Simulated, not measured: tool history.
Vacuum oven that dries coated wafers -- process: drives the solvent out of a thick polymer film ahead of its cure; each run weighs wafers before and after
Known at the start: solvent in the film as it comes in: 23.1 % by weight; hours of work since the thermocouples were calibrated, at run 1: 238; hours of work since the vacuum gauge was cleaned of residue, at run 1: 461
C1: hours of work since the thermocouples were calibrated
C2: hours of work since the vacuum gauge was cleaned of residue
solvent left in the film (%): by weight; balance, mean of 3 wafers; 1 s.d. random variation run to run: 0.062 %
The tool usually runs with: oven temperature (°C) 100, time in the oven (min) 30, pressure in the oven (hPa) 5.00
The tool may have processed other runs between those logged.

run 1 day=0.000 | oven_temperature_(°C)=100 time_in_the_oven_(min)=30 pressure_in_the_oven_(hPa)=5.00 | C1=238 C2=461 | solvent_left_in_the_film_(%)=3.34
run 2 day=0.467 | oven_temperature_(°C)=100 time_in_the_oven_(min)=30 pressure_in_the_oven_(hPa)=5.00 | C1=246 C2=469 | solvent_left_in_the_film_(%)=3.37
run 3 day=1.150 | oven_temperature_(°C)=100 time_in_the_oven_(min)=30 pressure_in_the_oven_(hPa)=5.00 | C1=258 C2=481 | solvent_left_in_the_film_(%)=3.38
run 4 day=1.583 | oven_temperature_(°C)=100 time_in_the_oven_(min)=30 pressure_in_the_oven_(hPa)=5.00 | C1=266 C2=489 | solvent_left_in_the_film_(%)=3.38
run 5 day=2.179 | oven_temperature_(°C)=100 time_in_the_oven_(min)=30 pressure_in_the_oven_(hPa)=5.00 | C1=276 C2=499 | solvent_left_in_the_film_(%)=3.30
run 6 day=2.617 | oven_temperature_(°C)=100 time_in_the_oven_(min)=30 pressure_in_the_oven_(hPa)=5.00 | C1=284 C2=507 | solvent_left_in_the_film_(%)=3.38
run 7 day=3.392 | oven_temperature_(°C)=100 time_in_the_oven_(min)=27 pressure_in_the_oven_(hPa)=5.00 | C1=298 C2=521 | solvent_left_in_the_film_(%)=4.06
run 8 day=3.771 | oven_temperature_(°C)=100 time_in_the_oven_(min)=29 pressure_in_the_oven_(hPa)=5.00 | C1=305 C2=527 | solvent_left_in_the_film_(%)=3.57
run 9 day=4.204 | oven_temperature_(°C)=100 time_in_the_oven_(min)=29 pressure_in_the_oven_(hPa)=5.00 | C1=312 C2=535 | solvent_left_in_the_film_(%)=3.54
run 10 day=4.800 | oven_temperature_(°C)=100 time_in_the_oven_(min)=29 pressure_in_the_oven_(hPa)=5.00 | C1=323 C2=545 | solvent_left_in_the_film_(%)=3.49
run 11 day=5.154 | oven_temperature_(°C)=100 time_in_the_oven_(min)=30 pressure_in_the_oven_(hPa)=5.00 | C1=329 C2=552 | solvent_left_in_the_film_(%)=3.31
run 12 day=5.667 | oven_temperature_(°C)=100 time_in_the_oven_(min)=28 pressure_in_the_oven_(hPa)=5.64 | C1=338 C2=561 | solvent_left_in_the_film_(%)=3.77
run 13 day=6.125 | oven_temperature_(°C)=99 time_in_the_oven_(min)=28 pressure_in_the_oven_(hPa)=12.31 | C1=346 C2=569 | solvent_left_in_the_film_(%)=4.48
run 14 day=6.925 | oven_temperature_(°C)=99 time_in_the_oven_(min)=28 pressure_in_the_oven_(hPa)=12.31 | C1=360 C2=583 | solvent_left_in_the_film_(%)=4.42
run 15 day=7.271 | oven_temperature_(°C)=91 time_in_the_oven_(min)=48 pressure_in_the_oven_(hPa)=12.31 | C1=366 C2=589 | solvent_left_in_the_film_(%)=4.36
run 16 day=7.821 | oven_temperature_(°C)=97 time_in_the_oven_(min)=27 pressure_in_the_oven_(hPa)=3.40 | C1=376 C2=599 | solvent_left_in_the_film_(%)=4.99
run 17 day=8.483 | oven_temperature_(°C)=107 time_in_the_oven_(min)=33 pressure_in_the_oven_(hPa)=5.00 | C1=388 C2=610 | solvent_left_in_the_film_(%)=1.12
run 18 day=8.975 | oven_temperature_(°C)=95 time_in_the_oven_(min)=24 pressure_in_the_oven_(hPa)=8.66 | C1=396 C2=619 | solvent_left_in_the_film_(%)=6.93
run 19 day=9.379 | oven_temperature_(°C)=95 time_in_the_oven_(min)=24 pressure_in_the_oven_(hPa)=8.66 | C1=403 C2=626 | solvent_left_in_the_film_(%)=6.84
run 20 day=9.950 | oven_temperature_(°C)=100 time_in_the_oven_(min)=20 pressure_in_the_oven_(hPa)=5.00 | C1=413 C2=636 | solvent_left_in_the_film_(%)=5.77
run 21 day=10.758 | oven_temperature_(°C)=100 time_in_the_oven_(min)=20 pressure_in_the_oven_(hPa)=5.00 | C1=428 C2=650 | solvent_left_in_the_film_(%)=5.77
run 22 day=11.471 | oven_temperature_(°C)=97 time_in_the_oven_(min)=22 pressure_in_the_oven_(hPa)=3.89 | C1=440 C2=663 | solvent_left_in_the_film_(%)=6.47

5 options for the next run, each taken on its own from the tool as it stands now. Forecast them:
run A day=12.217 | oven_temperature_(°C)=97 time_in_the_oven_(min)=34 pressure_in_the_oven_(hPa)=5.46 | C1=453 C2=676 | solvent_left_in_the_film_(%)=?
run B day=12.217 | oven_temperature_(°C)=88 time_in_the_oven_(min)=22 pressure_in_the_oven_(hPa)=14.31 | C1=453 C2=676 | solvent_left_in_the_film_(%)=?
run C day=12.217 | oven_temperature_(°C)=94 time_in_the_oven_(min)=30 pressure_in_the_oven_(hPa)=18.30 | C1=453 C2=676 | solvent_left_in_the_film_(%)=?
run D day=12.217 | oven_temperature_(°C)=97 time_in_the_oven_(min)=26 pressure_in_the_oven_(hPa)=3.89 | C1=453 C2=676 | solvent_left_in_the_film_(%)=?
run E day=12.217 | oven_temperature_(°C)=97 time_in_the_oven_(min)=41 pressure_in_the_oven_(hPa)=9.81 | C1=453 C2=676 | solvent_left_in_the_film_(%)=?

run=A solvent_left_in_the_film_(%)=3.68
run=B solvent_left_in_the_film_(%)=10.57
run=C solvent_left_in_the_film_(%)=6.15
run=D solvent_left_in_the_film_(%)=5.30
run=E solvent_left_in_the_film_(%)=2.89
What these runs would have given with no unlogged condition in the tool:
run=A solvent_left_in_the_film_(%)=4.00
run=B solvent_left_in_the_film_(%)=10.94
run=C solvent_left_in_the_film_(%)=6.55
run=D solvent_left_in_the_film_(%)=5.69
run=E solvent_left_in_the_film_(%)=3.16

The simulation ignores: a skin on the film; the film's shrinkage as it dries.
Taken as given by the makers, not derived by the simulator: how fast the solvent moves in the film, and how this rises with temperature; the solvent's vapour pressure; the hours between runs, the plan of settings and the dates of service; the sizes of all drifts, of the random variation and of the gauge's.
